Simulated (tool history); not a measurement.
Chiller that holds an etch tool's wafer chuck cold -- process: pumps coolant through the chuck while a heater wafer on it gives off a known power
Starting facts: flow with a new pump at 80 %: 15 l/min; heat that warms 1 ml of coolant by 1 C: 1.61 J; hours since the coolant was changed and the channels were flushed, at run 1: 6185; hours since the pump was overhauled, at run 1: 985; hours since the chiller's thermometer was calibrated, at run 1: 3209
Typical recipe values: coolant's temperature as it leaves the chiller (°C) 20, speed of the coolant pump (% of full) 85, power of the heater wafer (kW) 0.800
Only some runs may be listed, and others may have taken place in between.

| run | hour | coolant's temperature as it leaves the chiller (°C) | speed of the coolant pump (% of full) | power of the heater wafer (kW) | hours since the coolant was changed and the channels were flushed | hours since the pump was overhauled | hours since the chiller's thermometer was calibrated | chuck's temperature once it has settled (°C) | how much warmer the coolant comes back (C) |
|---|---|---|---|---|---|---|---|---|---|
| 1 | 0.0 | 20 | 85 | 0.800 | 6185 | 985 | 3209 | 26.5 | 1.86 |
| 2 | 44.2 | 20 | 85 | 0.800 | 6229 | 1029 | 3253 | 26.4 | 1.85 |
| 3 | 72.9 | 20 | 85 | 0.800 | 6258 | 1058 | 3281 | 26.3 | 1.90 |
| 4 | 109.3 | 20 | 85 | 0.800 | 6294 | 1095 | 3318 | 26.5 | 1.94 |
| 5 | 164.2 | 20 | 85 | 0.800 | 6349 | 1150 | 3373 | 26.4 | 1.85 |
| 6 | 216.2 | 20 | 71 | 0.800 | 6401 | 1201 | 3425 | 27.6 | 2.29 |
| 7 | 259.9 | 20 | 85 | 0.800 | 6445 | 1245 | 3468 | 26.5 | 1.88 |
| 8 | 300.9 | 13 | 85 | 0.800 | 6486 | 1286 | 3509 | 19.7 | 1.82 |
| 9 | 346.6 | 20 | 85 | 0.800 | 6531 | 1332 | 3555 | 26.6 | 1.84 |
| 10 | 379.0 | 20 | 85 | 0.800 | 6564 | 1364 | 3588 | 26.6 | 1.83 |
| 11 | 424.7 | 20 | 85 | 0.800 | 6609 | 1410 | 3633 | 26.5 | 1.86 |
| 12 | 469.6 | 20 | 85 | 0.800 | 6654 | 1455 | 3678 | 26.5 | 1.84 |
|  | 475.4 | chiller's thermometer calibrated |
| 13 | 522.4 | 13 | 85 | 0.800 | 6706 | 1507 | 47 | 19.6 | 1.81 |
| 14 | 568.5 | 12 | 94 | 0.581 | 6752 | 1553 | 93 | 16.5 | 1.24 |
| 15 | 595.3 | 28 | 69 | 0.581 | 6779 | 1580 | 120 | 33.7 | 1.73 |
| 16 | 642.7 | 28 | 69 | 0.581 | 6826 | 1627 | 167 | 33.9 | 1.72 |
| 17 | 669.9 | 13 | 86 | 0.945 | 6854 | 1654 | 194 | 20.7 | 2.18 |
| 18 | 716.5 | 20 | 85 | 0.574 | 6900 | 1701 | 241 | 24.8 | 1.39 |
|  | 737.7 | chiller's thermometer calibrated, once more |
| 19 | 740.2 | 19 | 79 | 0.800 | 6923 | 1723 | 2 | 26.0 | 2.04 |
| 20 | 767.6 | 19 | 79 | 0.800 | 6950 | 1751 | 30 | 26.0 | 2.02 |

Consider 5 possible next runs. They are alternatives, not a sequence: every one starts from the tool as it was left by run 20. What does each give?
| A | 801.8 | 20 | 85 | 0.734 | 6985 | 1785 | 64 | ? | ? |
| B | 801.8 | 10 | 97 | 0.992 | 6985 | 1785 | 64 | ? | ? |
| C | 801.8 | 17 | 97 | 0.568 | 6985 | 1785 | 64 | ? | ? |
| D | 801.8 | 14 | 85 | 1.038 | 6985 | 1785 | 64 | ? | ? |
| E | 801.8 | 12 | 85 | 1.003 | 6985 | 1785 | 64 | ? | ? |

| run | chuck's temperature once it has settled (°C) | how much warmer the coolant comes back (C) |
|---|---|---|
| A | 25.9 | 1.73 |
| B | 17.4 | 1.98 |
| C | 21.2 | 1.16 |
| D | 22.5 | 2.49 |
| E | 20.2 | 2.31 |
Without the tool's hidden state the same runs would have given:
| run | chuck's temperature once it has settled (°C) | how much warmer the coolant comes back (C) |
|---|---|---|
| A | 25.1 | 1.71 |
| B | 16.4 | 1.95 |
| C | 20.6 | 1.14 |
| D | 21.4 | 2.46 |
| E | 19.1 | 2.28 |

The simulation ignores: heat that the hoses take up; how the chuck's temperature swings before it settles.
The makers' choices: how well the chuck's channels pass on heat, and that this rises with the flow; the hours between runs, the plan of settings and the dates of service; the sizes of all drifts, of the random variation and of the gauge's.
